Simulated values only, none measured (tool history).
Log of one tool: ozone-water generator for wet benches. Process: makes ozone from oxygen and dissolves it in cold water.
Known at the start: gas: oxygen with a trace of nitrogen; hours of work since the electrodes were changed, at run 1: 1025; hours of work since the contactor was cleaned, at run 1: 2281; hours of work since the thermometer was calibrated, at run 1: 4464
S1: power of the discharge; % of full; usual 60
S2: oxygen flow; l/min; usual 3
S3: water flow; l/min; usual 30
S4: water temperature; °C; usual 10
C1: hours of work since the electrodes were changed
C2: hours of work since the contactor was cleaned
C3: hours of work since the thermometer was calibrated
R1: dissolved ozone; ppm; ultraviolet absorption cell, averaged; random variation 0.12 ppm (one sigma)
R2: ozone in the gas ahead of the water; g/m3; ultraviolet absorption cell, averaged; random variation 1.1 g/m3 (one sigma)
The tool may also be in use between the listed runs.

Run 1, hour 0: usual settings; C1 1025; C2 2281; C3 4464. Result: R1 11.1 ppm, R2 184.9 g/m3.
Run 2, hour 43.1: usual settings; C1 1056; C2 2312; C3 4495. Result: R1 11.2 ppm, R2 187.8 g/m3.
Run 3, hour 81.4: usual settings but S2 1.87 l/min; C1 1084; C2 2340; C3 4522. Result: R1 8.8 ppm, R2 218 g/m3.
Run 4, hour 131.8: usual settings; C1 1120; C2 2376; C3 4559. Result: R1 11.1 ppm, R2 185.6 g/m3.
Run 5, hour 157.6: usual settings; C1 1139; C2 2395; C3 4578. Result: R1 10.9 ppm, R2 183.8 g/m3.
Run 6, hour 185: usual settings; C1 1159; C2 2414; C3 4597. Result: R1 10.8 ppm, R2 186.4 g/m3.
Run 7, hour 218.3: usual settings; C1 1183; C2 2439; C3 4621. Result: R1 10.9 ppm, R2 184.4 g/m3.
Run 8, hour 263.7: usual settings; C1 1216; C2 2471; C3 4654. Result: R1 11 ppm, R2 183.8 g/m3.
At hour 270.6: water thermometer calibrated.
Run 9, hour 306.5: usual settings; C1 1246; C2 2502; C3 26. Result: R1 11 ppm, R2 184.5 g/m3.
Run 10, hour 358.4: usual settings but S4 13 °C; C1 1284; C2 2540; C3 64. Result: R1 10.6 ppm, R2 185.2 g/m3.
Run 11, hour 414.1: usual settings but S4 13 °C; C1 1324; C2 2580; C3 104. Result: R1 10.9 ppm, R2 183.1 g/m3.
Run 12, hour 456.2: usual settings but S1 41 % of full, S2 1.89 l/min, S3 23 l/min, S4 8 °C; C1 1354; C2 2610; C3 134. Result: R1 9 ppm, R2 170.8 g/m3.
Run 13, hour 509.5: usual settings but S1 41 % of full, S2 1.89 l/min, S3 23 l/min, S4 8 °C; C1 1393; C2 2649; C3 173. Result: R1 9.2 ppm, R2 171.4 g/m3.
Run 14, hour 545.8: usual settings but S3 37 l/min; C1 1419; C2 2675; C3 199. Result: R1 8.9 ppm, R2 185.2 g/m3.
Run 15, hour 571.1: usual settings but S1 65 % of full, S3 34 l/min, S4 17 °C; C1 1438; C2 2693; C3 217. Result: R1 9.9 ppm, R2 195.4 g/m3.
Run 16, hour 620.8: usual settings but S1 65 % of full, S3 34 l/min, S4 17 °C; C1 1474; C2 2729; C3 253. Result: R1 9.8 ppm, R2 193.3 g/m3.
Run 17, hour 657.4: usual settings but S1 65 % of full, S3 34 l/min, S4 17 °C; C1 1500; C2 2756; C3 280. Result: R1 9.8 ppm, R2 196.7 g/m3.
Run 18, hour 700.9: usual settings but S1 65 % of full, S3 20 l/min, S4 13 °C; C1 1532; C2 2787; C3 311. Result: R1 16.2 ppm, R2 192.4 g/m3.
Run 19, hour 725.6: usual settings but S1 65 % of full, S3 20 l/min, S4 13 °C; C1 1549; C2 2805; C3 329. Result: R1 16.4 ppm, R2 194.2 g/m3.
Run 20, hour 764.6: usual settings but S1 51 % of full, S3 46 l/min, S4 6 °C; C1 1578; C2 2833; C3 357. Result: R1 6.4 ppm, R2 165.3 g/m3.
Run 21, hour 809.2: usual settings but S1 55 % of full, S4 6 °C; C1 1610; C2 2866; C3 390. Result: R1 10.3 ppm, R2 174 g/m3.
Run 22, hour 848.9: usual settings but S1 55 % of full, S4 6 °C; C1 1639; C2 2894; C3 418. Result: R1 10.3 ppm, R2 175.1 g/m3.

5 ways to go on from here, each from the tool as it stands after run 22. What would each give?
Run A, hour 894.8: usual settings but S1 84 % of full, S2 1.84 l/min, S3 28 l/min, S4 6 °C; C1 1672; C2 2928; C3 451. Result: R1 ?, R2 ?.
Run B, hour 894.8: usual settings but S1 71 % of full, S2 5.1 l/min, S4 5 °C; C1 1672; C2 2928; C3 451. Result: R1 ?, R2 ?.
Run C, hour 894.8: usual settings but S1 83 % of full; C1 1672; C2 2928; C3 451. Result: R1 ?, R2 ?.
Run D, hour 894.8: usual settings but S1 49 % of full, S2 5.12 l/min, S3 19 l/min; C1 1672; C2 2928; C3 451. Result: R1 ?, R2 ?.
Run E, hour 894.8: usual settings but S4 7 °C; C1 1672; C2 2928; C3 451. Result: R1 ?, R2 ?.

run    R1     R2
  A  11.6  270.6
  B  15.7  170.1
  C  13.5  226.6
  D  17.2  132.9
  E  10.9    184
Without the tool's hidden state the same runs would have given:
run    R1     R2
  A  12.1  278.5
  B  16.3  174.6
  C    14  233.2
  D  17.7  135.6
  E  11.2  188.2

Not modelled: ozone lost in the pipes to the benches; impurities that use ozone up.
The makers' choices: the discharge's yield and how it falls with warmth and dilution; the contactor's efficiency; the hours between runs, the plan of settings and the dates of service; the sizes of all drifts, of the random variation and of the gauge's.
